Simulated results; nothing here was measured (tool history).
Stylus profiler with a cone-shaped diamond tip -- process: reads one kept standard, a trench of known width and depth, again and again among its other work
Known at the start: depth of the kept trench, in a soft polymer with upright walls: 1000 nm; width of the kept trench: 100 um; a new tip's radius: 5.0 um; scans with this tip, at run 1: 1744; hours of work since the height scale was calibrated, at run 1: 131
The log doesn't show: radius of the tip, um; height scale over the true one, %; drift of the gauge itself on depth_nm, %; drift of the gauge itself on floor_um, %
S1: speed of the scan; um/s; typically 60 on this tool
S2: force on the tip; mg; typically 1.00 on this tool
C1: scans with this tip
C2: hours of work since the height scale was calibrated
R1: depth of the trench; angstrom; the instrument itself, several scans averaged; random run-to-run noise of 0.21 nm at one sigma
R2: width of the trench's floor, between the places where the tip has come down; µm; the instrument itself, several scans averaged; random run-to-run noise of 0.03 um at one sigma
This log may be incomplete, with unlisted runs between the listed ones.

Run 1, day 0.000: usual settings; C1 1744; C2 131. Result: R1 10082.7 angstrom, R2 93.63 µm.
Run 2, day 3.958: usual settings; C1 2611; C2 196. Result: R1 10084.4 angstrom, R2 93.65 µm.
Run 3, day 8.146: usual settings but S1 157 um/s; C1 3528; C2 265. Result: R1 10083.9 angstrom, R2 93.12 µm.
Run 4, day 11.738: usual settings but S1 157 um/s; C1 4314; C2 324. Result: R1 10085.7 angstrom, R2 93.13 µm.
Run 5, day 15.112: usual settings but S1 157 um/s; C1 5053; C2 379. Result: R1 10083.4 angstrom, R2 93.08 µm.
Run 6, day 19.025: usual settings but S1 157 um/s; C1 5909; C2 443. Result: R1 10080.3 angstrom, R2 93.14 µm.
Run 7, day 20.912: usual settings but S1 122 um/s; C1 6322; C2 474. Result: R1 10087.0 angstrom, R2 93.25 µm.
Run 8, day 25.446: usual settings but S2 2.38 mg; C1 7314; C2 549. Result: R1 10149.6 angstrom, R2 93.79 µm.
Run 9, day 29.438: usual settings but S2 2.38 mg; C1 8188; C2 614. Result: R1 10153.1 angstrom, R2 93.79 µm.
Run 10, day 32.546: usual settings but S2 2.38 mg; C1 8868; C2 665. Result: R1 10153.2 angstrom, R2 93.75 µm.
Run 11, day 35.954: usual settings but S2 2.38 mg; C1 9615; C2 721. Result: R1 10152.4 angstrom, R2 93.78 µm.
Run 12, day 38.121: usual settings but S2 2.38 mg; C1 10089; C2 757. Result: R1 10153.5 angstrom, R2 93.75 µm.
Run 13, day 41.483: usual settings but S2 2.38 mg; C1 10825; C2 812. Result: R1 10154.1 angstrom, R2 93.76 µm.
Run 14, day 43.612: usual settings but S2 2.38 mg; C1 11290; C2 847. Result: R1 10153.3 angstrom, R2 93.77 µm.
Run 15, day 45.758: usual settings but S1 28 um/s; C1 11760; C2 882. Result: R1 10082.4 angstrom, R2 93.83 µm.
Run 16, day 49.050: usual settings but S2 1.56 mg; C1 12480; C2 936. Result: R1 10112.4 angstrom, R2 93.68 µm.
Run 17, day 52.021: usual settings but S2 1.56 mg; C1 13131; C2 985. Result: R1 10116.7 angstrom, R2 93.73 µm.
At day 53.754: height scale calibrated on a step standard.
Run 18, day 55.117: usual settings but S2 1.56 mg; C1 13804; C2 22. Result: R1 10112.8 angstrom, R2 93.71 µm.
Run 19, day 57.042: usual settings but S2 1.56 mg; C1 14226; C2 54. Result: R1 10114.4 angstrom, R2 93.73 µm.
Run 20, day 60.217: usual settings but S1 28 um/s, S2 1.56 mg; C1 14920; C2 106. Result: R1 10114.8 angstrom, R2 93.86 µm.
Run 21, day 62.042: usual settings but S1 144 um/s, S2 1.56 mg; C1 15320; C2 136. Result: R1 10115.9 angstrom, R2 93.34 µm.
Run 22, day 65.550: usual settings but S1 139 um/s, S2 0.47 mg; C1 16088; C2 194. Result: R1 10051.0 angstrom, R2 92.85 µm.
Run 23, day 69.179: usual settings but S1 21 um/s, S2 0.60 mg; C1 16883; C2 253. Result: R1 10062.3 angstrom, R2 93.83 µm.
Run 24, day 72.762: usual settings but S1 49 um/s, S2 0.40 mg; C1 17666; C2 312. Result: R1 10049.2 angstrom, R2 93.53 µm.
Run 25, day 74.988: usual settings but S1 18 um/s, S2 0.40 mg; C1 18154; C2 349. Result: R1 10043.3 angstrom, R2 93.80 µm.
Run 26, day 77.779: usual settings but S1 18 um/s, S2 0.40 mg; C1 18765; C2 394. Result: R1 10047.3 angstrom, R2 93.85 µm.
Run 27, day 81.246: usual settings but S1 118 um/s, S2 0.64 mg; C1 19523; C2 451. Result: R1 10062.6 angstrom, R2 93.21 µm.
Run 28, day 85.371: usual settings but S1 118 um/s, S2 0.64 mg; C1 20427; C2 519. Result: R1 10062.9 angstrom, R2 93.14 µm.
Run 29, day 89.204: usual settings but S1 118 um/s, S2 0.64 mg; C1 21266; C2 582. Result: R1 10062.5 angstrom, R2 93.11 µm.
Run 30, day 92.858: usual settings but S1 61 um/s, S2 0.82 mg; C1 22066; C2 642. Result: R1 10073.9 angstrom, R2 93.62 µm.
Run 31, day 95.633: usual settings but S1 90 um/s, S2 0.35 mg; C1 22673; C2 688. Result: R1 10043.5 angstrom, R2 93.11 µm.
Run 32, day 98.917: usual settings but S1 186 um/s, S2 2.01 mg; C1 23391; C2 741. Result: R1 10134.0 angstrom, R2 93.22 µm.
Run 33, day 102.712: usual settings but S1 64 um/s, S2 1.03 mg; C1 24222; C2 804. Result: R1 10084.5 angstrom, R2 93.63 µm.
Run 34, day 105.538: usual settings but S1 20 um/s, S2 0.86 mg; C1 24840; C2 850. Result: R1 10079.1 angstrom, R2 93.85 µm.
At day 108.771: new tip fitted, height scale calibrated.
Run 35, day 109.604: usual settings but S1 20 um/s, S2 0.86 mg; C1 182; C2 14. Result: R1 10079.6 angstrom, R2 93.88 µm.
Run 36, day 113.450: usual settings but S1 21 um/s, S2 0.44 mg; C1 1025; C2 77. Result: R1 10049.5 angstrom, R2 93.88 µm.
Run 37, day 117.054: usual settings but S1 181 um/s, S2 0.36 mg; C1 1814; C2 136. Result: R1 10044.5 angstrom, R2 92.24 µm.

Selected run-to-run steps in R2, each split into two signed amounts: the part the tool would show with no hidden state at all (from settings, incoming material and random variation), and the remainder, which goes to the hidden state together with any gauge scatter not common to the measured and the hidden-state-free results:
Run 3 -> 4: nothing adjusted, nothing logged. R2 +0.01 µm: hidden state -0.01, all else +0.02.
Run 6 -> 7: S1 157 -> 122. R2 +0.11 µm: hidden state +0.01, all else +0.10.
Run 22 -> 23: S1 139 -> 21, S2 0.47 -> 0.60. R2 +0.98 µm: hidden state +0.00, all else +0.98.
Run 26 -> 27: S1 18 -> 118, S2 0.40 -> 0.64. R2 -0.64 µm: hidden state -0.01, all else -0.63.
Run 34 -> 35: new tip fitted, height scale calibrated. R2 +0.03 µm: hidden state +0.03, all else +0.00.
Run 36 -> 37: S1 21 -> 181, S2 0.44 -> 0.36. R2 -1.64 µm: hidden state +0.00, all else -1.64.

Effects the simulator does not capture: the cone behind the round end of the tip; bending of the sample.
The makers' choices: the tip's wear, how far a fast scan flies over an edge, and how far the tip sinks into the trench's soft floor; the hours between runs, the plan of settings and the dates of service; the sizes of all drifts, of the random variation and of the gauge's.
